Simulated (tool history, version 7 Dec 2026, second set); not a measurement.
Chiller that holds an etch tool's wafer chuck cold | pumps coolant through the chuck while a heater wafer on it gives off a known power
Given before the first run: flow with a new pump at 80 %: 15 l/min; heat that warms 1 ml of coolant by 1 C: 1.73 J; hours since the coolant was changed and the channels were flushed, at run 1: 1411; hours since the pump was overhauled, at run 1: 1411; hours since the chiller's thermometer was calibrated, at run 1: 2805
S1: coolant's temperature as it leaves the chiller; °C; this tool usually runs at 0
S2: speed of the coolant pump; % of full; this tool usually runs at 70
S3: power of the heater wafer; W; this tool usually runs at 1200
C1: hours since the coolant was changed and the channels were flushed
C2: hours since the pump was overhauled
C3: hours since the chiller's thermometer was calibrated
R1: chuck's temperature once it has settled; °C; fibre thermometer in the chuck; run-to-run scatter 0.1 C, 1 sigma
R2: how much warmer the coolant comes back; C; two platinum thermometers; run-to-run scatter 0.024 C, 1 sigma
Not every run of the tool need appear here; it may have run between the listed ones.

run	hour	S1	S2	S3	C1	C2	C3	R1	R2
1	0	0	70	1200	1411	1411	2805	14.5	3.26
2	69	10	70	1200	1479	1479	2874	24.6	3.26
3	191.1	10	70	1200	1602	1602	2997	24.7	3.23
4	316.4	10	70	1200	1727	1727	3122	24.9	3.29
5	418.2	-7	70	1200	1829	1829	3224	7.7	3.29
6	563.8	0	70	1200	1974	1974	3369	14.9	3.29
7	644.8	0	70	1200	2055	2055	3450	14.9	3.26
# hour 728.2: chiller's thermometer calibrated
8	730.6	0	70	1200	2140	2140	2	14.9	3.3
9	873.4	0	70	1200	2283	2283	145	15.2	3.29
10	965.1	0	70	1200	2375	2375	237	15.3	3.29
11	1039	3	70	1200	2449	2449	311	18.1	3.28
12	1142.1	0	70	1200	2552	2552	414	15.2	3.27
13	1211.7	0	70	1200	2621	2621	483	15.1	3.26
14	1325.7	0	70	702	2735	2735	597	8.8	1.92
15	1392.3	0	70	702	2802	2802	664	9.1	1.93
16	1505.2	0	70	702	2915	2915	777	9	1.93
17	1595.6	-7	70	702	3005	3005	867	2	1.9
18	1698.1	-7	70	702	3108	3108	970	2.1	1.94
19	1793.1	-9	70	1200	3203	3203	1065	6.4	3.29
20	1883.1	-9	70	1200	3293	3293	1155	6.4	3.34
21	2031.2	-9	70	1200	3441	3441	1303	6.5	3.3
22	2166.3	-9	63	1058	3576	3576	1438	5.9	3.23
23	2317.5	-3	67	1371	3727	3727	1589	15.3	3.97
24	2465.1	3	64	1383	3875	3875	1737	22.3	4.2
25	2614.1	-9	70	819	4024	4024	1886	1.8	2.31
26	2740	9	70	1264	4150	4150	2012	25.5	3.51
27	2884.1	-10	73	603	4294	4294	2156	-2.3	1.61
28	2992.1	-10	73	603	4402	4402	2264	-2.4	1.59
29	3087.6	-10	73	603	4497	4497	2359	-2.3	1.56
30	3193.1	-10	70	759	4603	4603	2465	0	2.11
31	3303	5	86	759	4713	4713	2575	13.6	1.65

Entry by entry between the runs, the difference in hidden state between the last listed run before and the first listed run after:
Runs 7 to 8: chiller's thermometer calibrated (hour 728.2)
  heat passed by the chuck's channels, % of clean ones': 95.5 -> 95.3; coolant's true temperature over the reading, C: -0.09 -> 0
  difference, measured minus the result without the unlogged condition, R1: +0.7 -> +0.8 °C; R2: +0.06 -> +0.07 C
